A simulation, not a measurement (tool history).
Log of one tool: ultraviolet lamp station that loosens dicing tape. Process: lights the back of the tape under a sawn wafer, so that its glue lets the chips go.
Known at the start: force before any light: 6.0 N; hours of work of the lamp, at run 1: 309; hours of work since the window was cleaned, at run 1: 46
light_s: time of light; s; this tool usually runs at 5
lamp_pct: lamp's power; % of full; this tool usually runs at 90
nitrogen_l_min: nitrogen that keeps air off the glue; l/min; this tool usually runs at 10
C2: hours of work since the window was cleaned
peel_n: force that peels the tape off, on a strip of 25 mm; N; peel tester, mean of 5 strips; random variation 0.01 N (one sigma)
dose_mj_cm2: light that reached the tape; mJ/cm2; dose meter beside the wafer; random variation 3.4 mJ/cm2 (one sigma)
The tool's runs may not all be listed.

run 1 hour=0.0 | light_s=5 lamp_pct=90 nitrogen_l_min=10 | hours_of_work_of_the_lamp=309 C2=46 | peel_n=0.585 dose_mj_cm2=497
run 2 hour=13.9 | light_s=5 lamp_pct=90 nitrogen_l_min=17 | hours_of_work_of_the_lamp=318 C2=55 | peel_n=0.395 dose_mj_cm2=498
run 3 hour=22.5 | light_s=5 lamp_pct=90 nitrogen_l_min=10 | hours_of_work_of_the_lamp=323 C2=60 | peel_n=0.547 dose_mj_cm2=494
run 4 hour=37.8 | light_s=5 lamp_pct=90 nitrogen_l_min=4 | hours_of_work_of_the_lamp=333 C2=70 | peel_n=1.119 dose_mj_cm2=490
run 5 hour=45.5 | light_s=5 lamp_pct=90 nitrogen_l_min=4 | hours_of_work_of_the_lamp=338 C2=74 | peel_n=1.141 dose_mj_cm2=494
run 6 hour=54.2 | light_s=6 lamp_pct=90 nitrogen_l_min=10 | hours_of_work_of_the_lamp=343 C2=80 | peel_n=0.393 dose_mj_cm2=588
-- hour=55.4 window cleaned of glue's vapour
run 7 hour=66.0 | light_s=9 lamp_pct=89 nitrogen_l_min=10 | hours_of_work_of_the_lamp=350 C2=7 | peel_n=0.163 dose_mj_cm2=839
run 8 hour=75.4 | light_s=8 lamp_pct=89 nitrogen_l_min=10 | hours_of_work_of_the_lamp=356 C2=12 | peel_n=0.204 dose_mj_cm2=754
-- hour=84.0 window cleaned of glue's vapour, once more
run 9 hour=87.9 | light_s=8 lamp_pct=89 nitrogen_l_min=10 | hours_of_work_of_the_lamp=363 C2=2 | peel_n=0.184 dose_mj_cm2=795
run 10 hour=98.5 | light_s=9 lamp_pct=90 nitrogen_l_min=10 | hours_of_work_of_the_lamp=370 C2=9 | peel_n=0.124 dose_mj_cm2=902

What if the next run were any one of these 4? Each begins from the tool's condition after run 10:
run A hour=106.3 | light_s=6 lamp_pct=93 nitrogen_l_min=5 | hours_of_work_of_the_lamp=375 C2=14 | peel_n=? dose_mj_cm2=?
run B hour=106.3 | light_s=9 lamp_pct=97 nitrogen_l_min=10 | hours_of_work_of_the_lamp=375 C2=14 | peel_n=? dose_mj_cm2=?
run C hour=106.3 | light_s=9 lamp_pct=77 nitrogen_l_min=9 | hours_of_work_of_the_lamp=375 C2=14 | peel_n=? dose_mj_cm2=?
run D hour=106.3 | light_s=2 lamp_pct=90 nitrogen_l_min=10 | hours_of_work_of_the_lamp=375 C2=14 | peel_n=? dose_mj_cm2=?

run=A peel_n=0.616 dose_mj_cm2=624
run=B peel_n=0.112 dose_mj_cm2=976
run=C peel_n=0.213 dose_mj_cm2=768
run=D peel_n=2.348 dose_mj_cm2=203
The same runs, with their run-to-run variation unchanged, on a tool lacking any hidden condition would have given:
run=A peel_n=0.504 dose_mj_cm2=683
run=B peel_n=0.094 dose_mj_cm2=1068
run=C peel_n=0.170 dose_mj_cm2=840
run=D peel_n=2.142 dose_mj_cm2=222

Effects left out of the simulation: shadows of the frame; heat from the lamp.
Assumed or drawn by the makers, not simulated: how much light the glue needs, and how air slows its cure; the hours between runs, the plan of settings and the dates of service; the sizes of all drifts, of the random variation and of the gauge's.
